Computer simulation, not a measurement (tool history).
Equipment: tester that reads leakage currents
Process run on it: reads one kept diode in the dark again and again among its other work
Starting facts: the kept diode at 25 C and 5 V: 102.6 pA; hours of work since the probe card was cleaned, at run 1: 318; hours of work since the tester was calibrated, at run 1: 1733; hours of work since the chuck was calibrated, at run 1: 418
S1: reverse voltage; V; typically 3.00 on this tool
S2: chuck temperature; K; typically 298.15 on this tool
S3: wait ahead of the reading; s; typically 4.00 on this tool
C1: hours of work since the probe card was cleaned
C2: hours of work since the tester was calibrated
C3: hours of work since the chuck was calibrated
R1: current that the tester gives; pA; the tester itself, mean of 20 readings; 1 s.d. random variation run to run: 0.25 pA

Run 1, hour 0.0: usual settings; C1 318; C2 1733; C3 418. Result: R1 82.91 pA.
Run 2, hour 65.2: usual settings but S3 9.95 s; C1 355; C2 1769; C3 455. Result: R1 82.92 pA.
Run 3, hour 180.3: usual settings; C1 420; C2 1834; C3 520. Result: R1 83.35 pA.
Run 4, hour 267.1: usual settings but S2 309.15 K; C1 469; C2 1883; C3 569. Result: R1 233.21 pA.
Run 5, hour 364.6: usual settings but S2 309.15 K; C1 524; C2 1938; C3 624. Result: R1 233.36 pA.
Run 6, hour 450.3: usual settings but S1 6.53 V; C1 572; C2 1987; C3 672. Result: R1 114.79 pA.
Run 7, hour 537.8: usual settings but S1 14.88 V, S2 299.15 K, S3 1.84 s; C1 622; C2 2036; C3 722. Result: R1 178.25 pA.
Run 8, hour 637.8: usual settings but S1 14.88 V, S2 299.15 K, S3 1.84 s; C1 678; C2 2093; C3 778. Result: R1 178.63 pA.
Run 9, hour 745.7: usual settings but S1 14.88 V, S2 299.15 K, S3 1.84 s; C1 739; C2 2154; C3 839. Result: R1 179.11 pA.
Run 10, hour 806.7: usual settings but S1 14.88 V, S2 299.15 K, S3 1.84 s; C1 773; C2 2188; C3 873. Result: R1 179.38 pA.
Run 11, hour 862.3: usual settings but S1 14.88 V, S2 299.15 K, S3 1.84 s; C1 805; C2 2219; C3 905. Result: R1 177.97 pA.
Run 12, hour 973.1: usual settings but S1 8.50 V, S2 294.15 K, S3 2.56 s; C1 867; C2 2282; C3 967. Result: R1 86.75 pA.

Each row is a separate what-if for the run after 12, all from the same tool condition, not one after another. Results?
Run A, hour 1021.6: usual settings but S1 7.63 V, S2 301.15 K, S3 9.10 s; C1 895; C2 2309; C3 995. Result: R1 ?.
Run B, hour 1021.6: usual settings but S1 13.88 V, S2 294.15 K, S3 1.28 s; C1 895; C2 2309; C3 995. Result: R1 ?.
Run C, hour 1021.6: usual settings but S1 1.20 V, S2 307.15 K, S3 0.60 s; C1 895; C2 2309; C3 995. Result: R1 ?.

run      R1
  A  163.86
  B  106.64
  C  133.71
Stripped of hidden state, with their random variation kept, the same runs would have yielded:
run      R1
  A  164.05
  B  106.72
  C  133.88
